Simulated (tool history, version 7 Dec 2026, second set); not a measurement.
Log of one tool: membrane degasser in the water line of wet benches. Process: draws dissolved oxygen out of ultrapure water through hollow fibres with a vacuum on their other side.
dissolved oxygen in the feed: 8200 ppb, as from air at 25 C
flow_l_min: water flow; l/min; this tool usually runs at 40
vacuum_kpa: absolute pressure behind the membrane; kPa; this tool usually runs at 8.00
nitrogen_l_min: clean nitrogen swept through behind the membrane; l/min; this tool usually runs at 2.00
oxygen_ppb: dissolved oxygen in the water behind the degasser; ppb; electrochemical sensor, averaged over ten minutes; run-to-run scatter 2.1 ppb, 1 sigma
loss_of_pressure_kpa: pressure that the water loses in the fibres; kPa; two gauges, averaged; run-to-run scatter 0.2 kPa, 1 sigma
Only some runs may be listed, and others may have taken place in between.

run 1 day=0.000 | flow_l_min=40 vacuum_kpa=8.00 nitrogen_l_min=2.00 | oxygen_ppb=239.7 loss_of_pressure_kpa=43.71
run 2 day=2.850 | flow_l_min=40 vacuum_kpa=8.00 nitrogen_l_min=2.00 | oxygen_ppb=238.5 loss_of_pressure_kpa=43.47
run 3 day=7.767 | flow_l_min=40 vacuum_kpa=8.00 nitrogen_l_min=2.00 | oxygen_ppb=244.4 loss_of_pressure_kpa=43.68
run 4 day=10.312 | flow_l_min=40 vacuum_kpa=8.00 nitrogen_l_min=2.00 | oxygen_ppb=237.1 loss_of_pressure_kpa=43.68
run 5 day=16.567 | flow_l_min=52 vacuum_kpa=8.00 nitrogen_l_min=2.00 | oxygen_ppb=324.3 loss_of_pressure_kpa=56.73
run 6 day=21.821 | flow_l_min=52 vacuum_kpa=8.00 nitrogen_l_min=2.00 | oxygen_ppb=326.2 loss_of_pressure_kpa=56.50
run 7 day=24.467 | flow_l_min=52 vacuum_kpa=8.00 nitrogen_l_min=2.00 | oxygen_ppb=320.8 loss_of_pressure_kpa=56.44
run 8 day=27.254 | flow_l_min=40 vacuum_kpa=19.54 nitrogen_l_min=2.00 | oxygen_ppb=714.9 loss_of_pressure_kpa=43.75
run 9 day=29.946 | flow_l_min=40 vacuum_kpa=8.00 nitrogen_l_min=1.04 | oxygen_ppb=386.8 loss_of_pressure_kpa=43.54
run 10 day=33.942 | flow_l_min=40 vacuum_kpa=8.00 nitrogen_l_min=2.00 | oxygen_ppb=243.5 loss_of_pressure_kpa=43.78
run 11 day=36.733 | flow_l_min=40 vacuum_kpa=8.00 nitrogen_l_min=2.00 | oxygen_ppb=241.7 loss_of_pressure_kpa=43.73
run 12 day=40.196 | flow_l_min=40 vacuum_kpa=8.00 nitrogen_l_min=2.00 | oxygen_ppb=241.9 loss_of_pressure_kpa=43.66
run 13 day=45.325 | flow_l_min=40 vacuum_kpa=8.00 nitrogen_l_min=2.00 | oxygen_ppb=240.2 loss_of_pressure_kpa=43.84
run 14 day=49.658 | flow_l_min=40 vacuum_kpa=8.00 nitrogen_l_min=2.00 | oxygen_ppb=243.0 loss_of_pressure_kpa=43.50
run 15 day=53.121 | flow_l_min=40 vacuum_kpa=13.35 nitrogen_l_min=2.00 | oxygen_ppb=463.1 loss_of_pressure_kpa=43.67
run 16 day=58.204 | flow_l_min=40 vacuum_kpa=13.35 nitrogen_l_min=2.00 | oxygen_ppb=462.6 loss_of_pressure_kpa=43.57
run 17 day=64.271 | flow_l_min=40 vacuum_kpa=9.30 nitrogen_l_min=4.11 | oxygen_ppb=170.7 loss_of_pressure_kpa=43.82
run 18 day=70.508 | flow_l_min=55 vacuum_kpa=14.08 nitrogen_l_min=4.11 | oxygen_ppb=395.4 loss_of_pressure_kpa=59.78
run 19 day=73.583 | flow_l_min=55 vacuum_kpa=10.30 nitrogen_l_min=2.49 | oxygen_ppb=402.9 loss_of_pressure_kpa=59.65
run 20 day=77.871 | flow_l_min=57 vacuum_kpa=17.49 nitrogen_l_min=2.16 | oxygen_ppb=817.3 loss_of_pressure_kpa=62.41
run 21 day=81.412 | flow_l_min=57 vacuum_kpa=17.49 nitrogen_l_min=2.16 | oxygen_ppb=825.2 loss_of_pressure_kpa=62.12
run 22 day=86.221 | flow_l_min=57 vacuum_kpa=17.49 nitrogen_l_min=2.16 | oxygen_ppb=810.6 loss_of_pressure_kpa=62.49
run 23 day=92.425 | flow_l_min=40 vacuum_kpa=8.00 nitrogen_l_min=0.87 | oxygen_ppb=436.7 loss_of_pressure_kpa=43.65
run 24 day=96.912 | flow_l_min=26 vacuum_kpa=11.76 nitrogen_l_min=3.29 | oxygen_ppb=168.1 loss_of_pressure_kpa=28.50
run 25 day=101.392 | flow_l_min=26 vacuum_kpa=11.76 nitrogen_l_min=3.29 | oxygen_ppb=169.8 loss_of_pressure_kpa=28.06

Forecast run 26:
run 26 day=105.392 | flow_l_min=26 vacuum_kpa=11.76 nitrogen_l_min=3.29 | oxygen_ppb=? loss_of_pressure_kpa=?

{"run 26": {"oxygen_ppb": 167.3, "loss_of_pressure_kpa": 28.38}}
Had the tool carried no hidden state, the very same run would have given oxygen_ppb 167.2 ppb, loss_of_pressure_kpa 28.35 kPa.
